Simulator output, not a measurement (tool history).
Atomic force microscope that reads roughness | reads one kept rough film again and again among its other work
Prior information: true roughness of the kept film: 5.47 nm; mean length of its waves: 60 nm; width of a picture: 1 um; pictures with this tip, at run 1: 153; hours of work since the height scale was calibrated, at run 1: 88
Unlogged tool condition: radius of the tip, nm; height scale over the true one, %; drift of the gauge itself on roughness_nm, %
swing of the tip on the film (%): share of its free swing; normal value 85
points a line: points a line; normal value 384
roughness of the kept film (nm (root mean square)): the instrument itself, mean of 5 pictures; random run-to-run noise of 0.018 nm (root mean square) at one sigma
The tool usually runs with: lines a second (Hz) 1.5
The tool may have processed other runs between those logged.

run    hour  lines a second (Hz)  swing of the tip on the film (%)  points a line  pictures with this tip  hours of work since the height scale was calibrated  roughness of the kept film (nm (root mean square))
  1       0                  1.5                                85            384                     153                                                   88                                               4.104
  2    47.4                  1.5                                85            384                     233                                                  118                                               4.003
      104.2  -- new tip fitted
  3   106.1                  1.5                                86            384                       3                                                  155                                               4.342
  4   146.9                  1.5                                85            384                      72                                                  181                                               4.252
  5   213.5                  1.5                                85            384                     185                                                  224                                               4.074
  6   248.3                 1.66                                85            384                     243                                                  246                                                 3.9
  7   295.2                 1.66                                85            384                     323                                                  276                                               3.785
      300.3  -- new tip fitted
  8   351.2                  1.5                                87            384                      85                                                  311                                               4.184
  9   413.3                  1.5                                87            384                     190                                                  351                                               4.019
 10   455.4                  1.5                                87            384                     261                                                  378                                               3.891
      498.2  -- new tip fitted
 11   510.8                  1.5                                87            384                      21                                                  413                                               4.245
 12   547.7                  1.5                                87            384                      84                                                  436                                               4.134
 13   607.1                  1.5                                87            384                     184                                                  474                                               3.978
 14   662.4                  1.5                                87            384                     277                                                  509                                                3.84
      691.1  -- new tip fitted
 15   709.2                  1.5                                87            384                      31                                                  539                                               4.238
 16   754.8                  1.5                                87            341                     108                                                  568                                               4.113
 17   819.6                 0.62                                85            384                     217                                                  609                                               4.374
 18   882.5                 0.62                                85            384                     324                                                  649                                               4.205
        886  -- new tip fitted
 19   925.9                 0.62                                85            384                      67                                                  677                                               4.655
 20   955.2                  1.5                                85            384                     117                                                  695                                               4.142
 21  1020.7                  1.5                                85            384                     227                                                  737                                               3.962
     1081.6  -- new tip fitted
 22  1083.1                  1.5                                78            384                       3                                                  776                                               4.526
 23  1134.7                  1.5                                78            384                      90                                                  809                                                4.36
 24  1182.2                  1.5                                78            384                     170                                                  840                                               4.223
 25  1231.6                  1.5                                85            794                     254                                                  871                                               3.941
 26  1266.7                  1.5                                85            794                     313                                                  893                                               3.876
     1276.8  -- new tip fitted
 27  1334.1                 0.52                                67            564                      97                                                  936                                               4.749
 28  1365.2                 1.83                                58            564                     150                                                  956                                               4.555
 29  1395.9                  1.5                                85            289                     202                                                  975                                               3.995
 30  1457.8                 0.51                                61            285                     306                                                 1015                                               4.424
     1473.2  -- new tip fitted
 31  1504.9                 0.51                                85            684                      54                                                 1045                                                4.68
 32  1544.2                 0.65                                76            384                     120                                                 1070                                               4.592
 33  1583.5                  1.8                                73            384                     187                                                 1095                                               4.225
 34  1618.4                 3.34                                87            291                     246                                                 1117                                               3.219
     1668.4  -- new tip fitted
 35  1671.1                 3.34                                87            291                       5                                                 1150                                                3.54
 36  1728.5                 3.73                                61            369                     102                                                 1187                                               4.366
 37  1783.6                  1.5                                56            598                     195                                                 1222                                               4.524
 38  1848.6                  1.5                                56            598                     305                                                 1263                                               4.332
     1862.4  -- new tip fitted
 39    1889                  1.5                                56            598                      45                                                 1289                                               4.759
 40  1932.3                  1.5                                56            598                     118                                                 1316                                               4.647
 41  1959.6                 0.88                                70            374                     165                                                 1334                                               4.496
 42  2008.6                 0.88                                79            400                     247                                                 1365                                               4.222
 43    2037                 0.52                                74            384                     295                                                 1383                                               4.306
     2059.1  -- new tip fitted
 44  2066.3                 2.03                                74            302                      12                                                 1401                                                4.48
 45  2121.7                 2.03                                74            302                     106                                                 1437                                               4.232
 46  2176.9                 2.03                                74            302                     199                                                 1472                                               4.113
 47  2211.3                  3.4                                67            996                     257                                                 1494                                               3.971
 48  2250.4                  3.4                                67            996                     323                                                 1519                                               3.868
     2256.2  -- new tip fitted
 49  2290.5                  3.4                                55            996                      58                                                 1544                                               4.645
 50  2327.5                 0.87                                64            625                     121                                                 1567                                               4.658
 51  2377.7                 0.87                                64            625                     205                                                 1599                                               4.489

Pick out some run-to-run changes in roughness of the kept film (nm (root mean square)). Of each, how much would a tool without hidden state show as well, from the settings, what came in and chance, and how much is left for the hidden state and any gauge scatter not in both results compared?
Run 26 -> 27: lines a second (Hz) 1.5 -> 0.52, swing of the tip on the film (%) 85 -> 67, points a line 794 -> 564, new tip fitted. roughness of the kept film (nm (root mean square)) +0.873: hidden state +0.291, all else +0.582.
Run 30 -> 31: swing of the tip on the film (%) 61 -> 85, points a line 285 -> 684, new tip fitted. roughness of the kept film (nm (root mean square)) +0.256: hidden state +0.467, all else -0.211.
Run 33 -> 34: lines a second (Hz) 1.8 -> 3.34, swing of the tip on the film (%) 73 -> 87, points a line 384 -> 291. roughness of the kept film (nm (root mean square)) -1.006: hidden state +0.007, all else -1.013.
Run 35 -> 36: lines a second (Hz) 3.34 -> 3.73, swing of the tip on the film (%) 87 -> 61, points a line 291 -> 369. roughness of the kept film (nm (root mean square)) +0.826: hidden state -0.185, all else +1.011.
Run 38 -> 39: new tip fitted. roughness of the kept film (nm (root mean square)) +0.427: hidden state +0.449, all else -0.022.
Run 43 -> 44: lines a second (Hz) 0.52 -> 2.03, points a line 384 -> 302, new tip fitted. roughness of the kept film (nm (root mean square)) +0.174: hidden state +0.561, all else -0.387.

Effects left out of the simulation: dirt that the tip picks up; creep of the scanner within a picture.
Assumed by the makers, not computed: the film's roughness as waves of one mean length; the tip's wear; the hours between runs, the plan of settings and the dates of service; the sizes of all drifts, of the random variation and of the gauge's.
